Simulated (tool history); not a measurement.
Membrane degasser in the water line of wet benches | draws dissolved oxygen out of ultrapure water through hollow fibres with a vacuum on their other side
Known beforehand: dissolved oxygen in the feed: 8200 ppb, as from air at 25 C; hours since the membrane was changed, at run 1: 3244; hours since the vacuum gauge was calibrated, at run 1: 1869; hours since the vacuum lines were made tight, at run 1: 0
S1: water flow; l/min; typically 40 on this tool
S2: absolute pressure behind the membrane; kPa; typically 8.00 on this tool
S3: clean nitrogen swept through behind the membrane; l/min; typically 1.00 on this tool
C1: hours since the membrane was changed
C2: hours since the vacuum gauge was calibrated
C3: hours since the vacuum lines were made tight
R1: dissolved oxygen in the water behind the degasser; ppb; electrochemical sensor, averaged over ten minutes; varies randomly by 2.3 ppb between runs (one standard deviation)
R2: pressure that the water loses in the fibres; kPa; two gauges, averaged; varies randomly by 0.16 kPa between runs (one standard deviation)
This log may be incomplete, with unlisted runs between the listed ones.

run    hour  S1     S2    S3    C1    C2    C3      R1     R2
  1     0.0  40   8.00  1.00  3244  1869     0   408.0  25.85
  2    69.8  40   8.00  1.00  3314  1938    70   411.1  26.04
  3   152.5  40   5.47  1.00  3397  2021   153   216.5  26.28
  4   222.4  33   8.00  1.00  3467  2091   222   334.0  21.40
  5   284.8  40   8.00  1.00  3529  2153   285   411.2  25.86
  6   377.7  40   8.00  1.00  3622  2246   378   405.3  26.12
  7   440.9  40   8.00  1.00  3685  2309   441   412.0  26.03
  8   528.1  40   8.00  0.53  3773  2397   528   613.9  26.30
  9   581.4  40   8.00  0.53  3826  2450   581   619.8  26.03
 10   623.5  39   8.00  1.00  3868  2492   624   398.2  25.52
 11   701.3  40   8.00  1.00  3946  2570   701   406.7  25.91
 12   793.2  40   8.00  1.00  4038  2662   793   408.5  26.25
 13   855.1  40   8.00  1.00  4100  2724   855   407.5  26.36
 14   940.4  46   8.00  1.00  4185  2809   940   472.5  30.30
 15   995.2  40   7.34  1.00  4240  2864   995   359.9  25.73
 16  1084.8  40   7.34  1.93  4329  2953  1085   226.3  25.95
 17  1149.0  41   8.00  1.00  4393  3018  1149   418.8  26.76
 18  1223.4  28  11.38  1.58  4468  3092  1223   322.7  18.41
 19  1296.1  30  11.38  1.58  4541  3165  1296   349.2  19.78
 20  1366.6  31  11.38  2.72  4611  3235  1367   226.2  20.12
 21  1423.2  40   9.01  1.00  4668  3292  1423   483.2  26.16
 22  1506.8  38   6.83  1.10  4751  3375  1507   282.1  24.69
 23  1566.0  38   6.83  1.10  4810  3435  1566   281.5  24.59
 24  1648.4  38   6.83  1.10  4893  3517  1648   282.8  24.68
 25  1742.6  34  14.41  0.70  4987  3611  1743   976.9  22.32
 26  1787.3  25   7.11  1.00  5032  3656  1787   212.0  16.51
 27  1831.4  34   7.97  1.00  5076  3700  1831   344.1  21.98
 28  1880.6  34   7.97  1.00  5125  3749  1881   343.1  22.30
 29  1964.3  33   8.81  1.45  5209  3833  1964   291.7  21.45
 30  2054.4  62  15.25  1.00  5299  3923  2054  1327.1  40.49
 31  2149.2  62  15.25  1.00  5394  4018  2149  1312.8  40.22
 32  2215.6  62  15.25  1.00  5460  4084  2216  1333.1  40.02

Below are 4 alternative next runs, each starting from the tool's condition after run 32. Predict each:
  A  2305.3  62   7.07  1.00  5550  4174  2305   ?   ?
  B  2305.3  53  15.25  1.00  5550  4174  2305   ?   ?
  C  2305.3  26  10.38  1.96  5550  4174  2305   ?   ?
  D  2305.3  27  15.25  1.00  5550  4174  2305   ?   ?

run      R1     R2
  A   565.2  40.57
  B  1160.2  34.86
  C   219.3  16.88
  D   654.8  17.45
Stripped of hidden state, with their random variation kept, the same runs would have yielded:
run      R1     R2
  A   564.7  40.55
  B  1159.8  34.85
  C   219.1  16.87
  D   654.6  17.45
